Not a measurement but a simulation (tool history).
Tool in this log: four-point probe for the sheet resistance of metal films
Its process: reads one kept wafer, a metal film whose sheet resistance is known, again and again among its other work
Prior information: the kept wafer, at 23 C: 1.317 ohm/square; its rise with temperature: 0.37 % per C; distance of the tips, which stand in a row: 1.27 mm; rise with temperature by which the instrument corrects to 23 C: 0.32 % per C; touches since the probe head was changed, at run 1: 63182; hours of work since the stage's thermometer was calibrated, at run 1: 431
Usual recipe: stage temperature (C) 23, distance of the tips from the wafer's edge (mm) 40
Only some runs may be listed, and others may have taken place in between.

run	hour	stage temperature (C)	distance of the tips from the wafer's edge (mm)	touches since the probe head was changed	hours of work since the stage's thermometer was calibrated	sheet resistance as the instrument gives it (ohm/square)
1	0	23	40	63182	431	1.310797
2	15.6	23	40	64091	442	1.311048
3	29.5	23	10	64903	451	1.321178
4	51.3	23	10	66171	466	1.321452
5	67.8	23	10	67137	477	1.321727
6	84.7	21	10	68121	488	1.320287
7	99.2	21	10	68969	497	1.320253
8	113.3	23	40	69790	507	1.311353
9	125.3	23	40	70490	515	1.311612
10	139.2	23	40	71301	524	1.310597
11	152.2	23	40	72058	533	1.310671
12	173.6	23	40	73306	547	1.311245
13	189.7	29	40	74241	558	1.314877
14	208.3	29	40	75326	570	1.315298
15	226.4	29	20	76382	582	1.317568
16	249.2	18	60	77715	597	1.307082
17	264.2	23	20	78586	607	1.313188
18	291.1	29	13	80157	625	1.321254
19	310.5	29	13	81290	638	1.321487
20	322.6	22	11	81991	646	1.319445
21	338.3	29	3	82908	657	1.42996
22	358.2	29	3	84070	670	1.429847
23	370.5	33	8	84788	678	1.335586
24	392.6	22	5	86076	693	1.354265
25	403.9	22	5	86732	700	1.354015
26	427	29	24	88081	716	1.317355
27	451.5	29	24	89510	732	1.317214
28	467.6	29	24	90449	743	1.317516
29	492.8	18	24	91917	759	1.30946

Selected run-to-run steps in sheet resistance as the instrument gives it (ohm/square), each split into two signed amounts: the part the tool would show with no hidden state at all (from settings, incoming material and random variation), and the remainder, which goes to the hidden state together with any gauge scatter not common to the measured and the hidden-state-free results:
Hidden conditions of the tool in this case: inner tips' distance over the nominal, %; tips' flats over new ones', %; wafer's true temperature over the reading, C; drift of the gauge itself on sheet_ohm, %.
Run 20 -> 21: stage temperature (C) 22 -> 29, distance of the tips from the wafer's edge (mm) 11 -> 3. sheet resistance as the instrument gives it (ohm/square) +0.110515: hidden state -0.000431, all else +0.110946.
Run 22 -> 23: stage temperature (C) 29 -> 33, distance of the tips from the wafer's edge (mm) 3 -> 8. sheet resistance as the instrument gives it (ohm/square) -0.094261: hidden state +0.000436, all else -0.094697.
